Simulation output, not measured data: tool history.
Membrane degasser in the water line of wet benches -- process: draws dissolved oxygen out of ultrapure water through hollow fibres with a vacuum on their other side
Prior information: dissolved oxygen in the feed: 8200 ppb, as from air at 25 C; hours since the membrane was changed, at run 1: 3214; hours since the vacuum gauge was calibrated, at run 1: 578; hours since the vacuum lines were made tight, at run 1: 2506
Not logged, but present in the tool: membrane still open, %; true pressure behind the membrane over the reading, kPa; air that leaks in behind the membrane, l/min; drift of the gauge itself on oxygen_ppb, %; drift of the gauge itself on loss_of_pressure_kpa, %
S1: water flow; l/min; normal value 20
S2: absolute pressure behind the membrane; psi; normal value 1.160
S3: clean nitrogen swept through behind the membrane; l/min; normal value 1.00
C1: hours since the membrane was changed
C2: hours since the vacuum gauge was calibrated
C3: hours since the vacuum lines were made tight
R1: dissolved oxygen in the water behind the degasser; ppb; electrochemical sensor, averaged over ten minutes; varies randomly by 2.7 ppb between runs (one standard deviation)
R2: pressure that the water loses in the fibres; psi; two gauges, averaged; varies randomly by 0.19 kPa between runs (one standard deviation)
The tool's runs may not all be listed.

run	hour	S1	S2	S3	C1	C2	C3	R1	R2
1	0.0	20	1.160	1.00	3214	578	2506	283.6	5.684
2	92.9	20	1.160	1.00	3307	671	2599	284.7	5.617
3	231.6	20	1.343	1.00	3446	810	2738	340.6	5.620
4	348.7	20	1.343	1.00	3563	927	2855	342.0	5.625
5	412.1	15	1.160	1.00	3626	991	2919	186.7	4.229
6	551.9	20	2.135	1.00	3766	1130	3058	550.4	5.662
7	671.2	20	2.135	1.00	3886	1250	3178	568.7	5.656
8	739.2	20	2.135	1.00	3954	1318	3246	561.0	5.652
9	829.1	20	1.160	0.57	4043	1408	3336	408.4	5.603
# hour 836.4: vacuum gauge calibrated
10	939.0	20	1.160	0.57	4153	103	3445	423.8	5.700
11	1045.4	20	1.160	0.57	4259	209	3551	409.3	5.684
12	1139.5	20	1.160	0.57	4353	303	3645	420.7	5.677
13	1212.0	20	1.160	0.57	4426	376	3718	422.1	5.693
14	1309.1	20	1.160	0.57	4523	473	3815	410.0	5.694
15	1377.8	20	2.422	1.00	4592	541	3884	640.0	5.710

Run 16 has not been measured yet. What should we expect?
# hour 1474.9: vacuum gauge calibrated, once more
16	1521.5	20	2.422	1.00	4735	47	4027	?	?

{"run 16": {"R1": 642.6, "R2": 5.696}}
On a tool with no hidden condition, and with the same random variation, this run would have come out at R1 627.7 ppb, R2 5.503 psi.
